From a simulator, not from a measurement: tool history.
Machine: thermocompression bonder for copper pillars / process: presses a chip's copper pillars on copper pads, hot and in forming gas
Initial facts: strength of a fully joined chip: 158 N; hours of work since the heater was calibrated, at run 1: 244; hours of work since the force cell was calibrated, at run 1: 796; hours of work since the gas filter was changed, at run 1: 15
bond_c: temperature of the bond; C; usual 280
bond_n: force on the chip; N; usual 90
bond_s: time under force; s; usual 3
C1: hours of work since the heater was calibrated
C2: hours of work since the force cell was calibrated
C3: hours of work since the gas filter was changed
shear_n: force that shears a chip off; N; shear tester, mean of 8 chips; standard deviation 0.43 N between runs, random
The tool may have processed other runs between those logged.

{"run": 1, "hour": 0.0, "bond_c": 280, "bond_n": 90, "bond_s": 3, "C1": 244, "C2": 796, "C3": 15, "shear_n": 56.9}
{"run": 2, "hour": 11.6, "bond_c": 280, "bond_n": 90, "bond_s": 3, "C1": 254, "C2": 805, "C3": 24, "shear_n": 56.8}
{"run": 3, "hour": 36.1, "bond_c": 280, "bond_n": 90, "bond_s": 3, "C1": 273, "C2": 825, "C3": 44, "shear_n": 56.9}
{"run": 4, "hour": 49.2, "bond_c": 280, "bond_n": 104, "bond_s": 3, "C1": 284, "C2": 835, "C3": 54, "shear_n": 62.4}
{"run": 5, "hour": 72.3, "bond_c": 280, "bond_n": 104, "bond_s": 3, "C1": 302, "C2": 854, "C3": 72, "shear_n": 61.5}
{"run": 6, "hour": 95.1, "bond_c": 258, "bond_n": 90, "bond_s": 3, "C1": 320, "C2": 872, "C3": 91, "shear_n": 42.0}
{"run": 7, "hour": 105.6, "bond_c": 280, "bond_n": 73, "bond_s": 3, "C1": 328, "C2": 880, "C3": 99, "shear_n": 46.4}
{"run": 8, "hour": 121.3, "bond_c": 280, "bond_n": 73, "bond_s": 3, "C1": 341, "C2": 893, "C3": 111, "shear_n": 46.8}
{"run": 9, "hour": 140.4, "bond_c": 280, "bond_n": 73, "bond_s": 3, "C1": 356, "C2": 908, "C3": 127, "shear_n": 46.2}
{"run": 10, "hour": 161.3, "bond_c": 280, "bond_n": 73, "bond_s": 3, "C1": 373, "C2": 924, "C3": 143, "shear_n": 45.2}
{"hour": 168.0, "done": "forming gas filter changed"}
{"run": 11, "hour": 178.3, "bond_c": 295, "bond_n": 90, "bond_s": 3, "C1": 386, "C2": 937, "C3": 8, "shear_n": 67.5}
{"run": 12, "hour": 198.1, "bond_c": 295, "bond_n": 90, "bond_s": 3, "C1": 402, "C2": 953, "C3": 24, "shear_n": 67.6}
{"run": 13, "hour": 208.5, "bond_c": 295, "bond_n": 90, "bond_s": 3, "C1": 410, "C2": 962, "C3": 32, "shear_n": 67.9}
{"run": 14, "hour": 224.0, "bond_c": 260, "bond_n": 91, "bond_s": 2, "C1": 422, "C2": 974, "C3": 45, "shear_n": 38.5}
{"run": 15, "hour": 248.4, "bond_c": 263, "bond_n": 102, "bond_s": 3, "C1": 442, "C2": 993, "C3": 64, "shear_n": 50.6}
{"run": 16, "hour": 265.9, "bond_c": 263, "bond_n": 102, "bond_s": 3, "C1": 456, "C2": 1007, "C3": 78, "shear_n": 50.8}
{"run": 17, "hour": 279.9, "bond_c": 273, "bond_n": 87, "bond_s": 7, "C1": 467, "C2": 1018, "C3": 89, "shear_n": 69.6}
{"run": 18, "hour": 302.6, "bond_c": 273, "bond_n": 87, "bond_s": 7, "C1": 485, "C2": 1036, "C3": 107, "shear_n": 69.7}
{"hour": 306.0, "done": "heater calibrated with a thermocouple chip"}
{"run": 19, "hour": 318.9, "bond_c": 273, "bond_n": 87, "bond_s": 7, "C1": 10, "C2": 1048, "C3": 119, "shear_n": 69.7}
{"run": 20, "hour": 334.9, "bond_c": 273, "bond_n": 87, "bond_s": 7, "C1": 23, "C2": 1061, "C3": 131, "shear_n": 68.6}
{"run": 21, "hour": 347.6, "bond_c": 287, "bond_n": 90, "bond_s": 2, "C1": 33, "C2": 1071, "C3": 141, "shear_n": 50.5}
{"hour": 357.4, "done": "forming gas filter changed"}
{"run": 22, "hour": 365.9, "bond_c": 280, "bond_n": 90, "bond_s": 2, "C1": 47, "C2": 1085, "C3": 7, "shear_n": 50.9}
{"run": 23, "hour": 385.0, "bond_c": 275, "bond_n": 90, "bond_s": 5, "C1": 63, "C2": 1100, "C3": 22, "shear_n": 68.8}
{"hour": 395.7, "done": "heater calibrated with a thermocouple chip, once more"}
{"run": 24, "hour": 402.4, "bond_c": 275, "bond_n": 90, "bond_s": 5, "C1": 5, "C2": 1112, "C3": 34, "shear_n": 64.5}
{"run": 25, "hour": 415.8, "bond_c": 280, "bond_n": 90, "bond_s": 2, "C1": 16, "C2": 1123, "C3": 45, "shear_n": 47.9}

Selected run-to-run steps in shear_n, each split into two signed amounts: the part the tool would show with no hidden state at all (from settings, incoming material and random variation), and the remainder, which goes to the hidden state together with any gauge scatter not common to the measured and the hidden-state-free results:
Unlogged tool condition in this case: true temperature of the bond over the reading, C; force that reaches the chip, % of what is set; oxide that the forming gas leaves, % of the face; drift of the gauge itself on shear_n, %.
Run 10 -> 11: bond_c 280 -> 295, bond_n 73 -> 90, forming gas filter changed. shear_n +22.3 N: hidden state +4.2, all else +18.1.
Run 13 -> 14: bond_c 295 -> 260, bond_n 90 -> 91, bond_s 3 -> 2. shear_n -29.4 N: hidden state -0.6, all else -28.8.
Run 21 -> 22: bond_c 287 -> 280, forming gas filter changed. shear_n +0.4 N: hidden state +3.9, all else -3.5.
